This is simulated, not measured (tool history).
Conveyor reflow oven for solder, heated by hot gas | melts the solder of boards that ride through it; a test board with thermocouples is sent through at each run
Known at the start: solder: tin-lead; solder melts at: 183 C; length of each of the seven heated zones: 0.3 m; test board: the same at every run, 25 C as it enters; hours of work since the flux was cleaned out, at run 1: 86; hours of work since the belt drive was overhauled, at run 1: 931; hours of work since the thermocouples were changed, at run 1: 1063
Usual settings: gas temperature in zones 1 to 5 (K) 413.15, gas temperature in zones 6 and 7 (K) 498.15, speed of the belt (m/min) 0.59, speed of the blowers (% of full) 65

run     day  gas temperature in zones 1 to 5 (K)  gas temperature in zones 6 and 7 (K)  speed of the belt (m/min)  speed of the blowers (% of full)  hours of work since the flux was cleaned out  hours of work since the belt drive was overhauled  hours of work since the thermocouples were changed  highest temperature of the board (K)  time above the solder's melting point (s)
  1       0                               413.15                                498.15                       0.59                                65                                            86                                                931                                                1063                                485.05                                       43.7
  2   1.567                               413.15                                498.15                       0.59                                65                                           104                                                949                                                1081                                485.35                                       43.5
  3   4.308                               413.15                                498.15                       0.59                                65                                           136                                                981                                                1113                                484.55                                       43.3
  4   5.925                               413.15                                498.15                       0.59                                65                                           155                                                999                                                1132                                485.25                                         44
  5   9.162                               413.15                                498.15                       0.59                                65                                           192                                               1037                                                1169                                484.55                                       43.5
  6  10.708                               413.15                                498.15                       0.59                                65                                           210                                               1055                                                1187                                485.85                                       43.8
     11.996  -- flux residue cleaned out of gas plates and filters
  7  13.179                               413.15                                513.15                       0.68                                75                                            14                                               1081                                                1214                                497.35                                       44.6
     13.538  -- belt drive overhauled, speed set with a stopwatch
  8  14.846                               405.15                                498.15                      0.565                                56                                            31                                                 15                                                1231                                483.15                                       41.7
  9  17.242                               420.15                                498.15                      0.674                                83                                            59                                                 43                                                1259                                488.55                                       43.6
     18.933  -- thermocouples of zones 6 and 7 changed
 10  20.729                               420.15                                498.15                      0.674                                54                                            99                                                 83                                                  21                                474.95                                       31.2
 11  22.704                               428.15                                499.15                       0.59                                65                                           121                                                106                                                  44                                485.35                                       50.4

5 ways to go on from here, each from the tool as it stands after run 11. What would each give?
  A  24.804                               413.15                                498.15                      0.679                                65                                           146                                                130                                                  68                                     ?                                          ?
  B  24.804                               413.15                                498.15                      0.559                                55                                           146                                                130                                                  68                                     ?                                          ?
  C  24.804                               428.15                                491.15                      0.586                                73                                           146                                                130                                                  68                                     ?                                          ?
  D  24.804                               428.15                                494.15                       0.59                                60                                           146                                                130                                                  68                                     ?                                          ?
  E  24.804                               413.15                                505.15                       0.59                                65                                           146                                                130                                                  68                                     ?                                          ?

run  highest temperature of the board (K)  time above the solder's melting point (s)
  A                                478.05                                       32.1
  B                                480.25                                       42.5
  C                                480.35                                       47.4
  D                                481.05                                       45.6
  E                                487.45                                       46.2
Without the tool's hidden state the same runs would have given:
run  highest temperature of the board (K)  time above the solder's melting point (s)
  A                                476.85                                       29.5
  B                                478.95                                       39.3
  C                                479.55                                       44.6
  D                                480.05                                       42.6
  E                                486.35                                       43.3
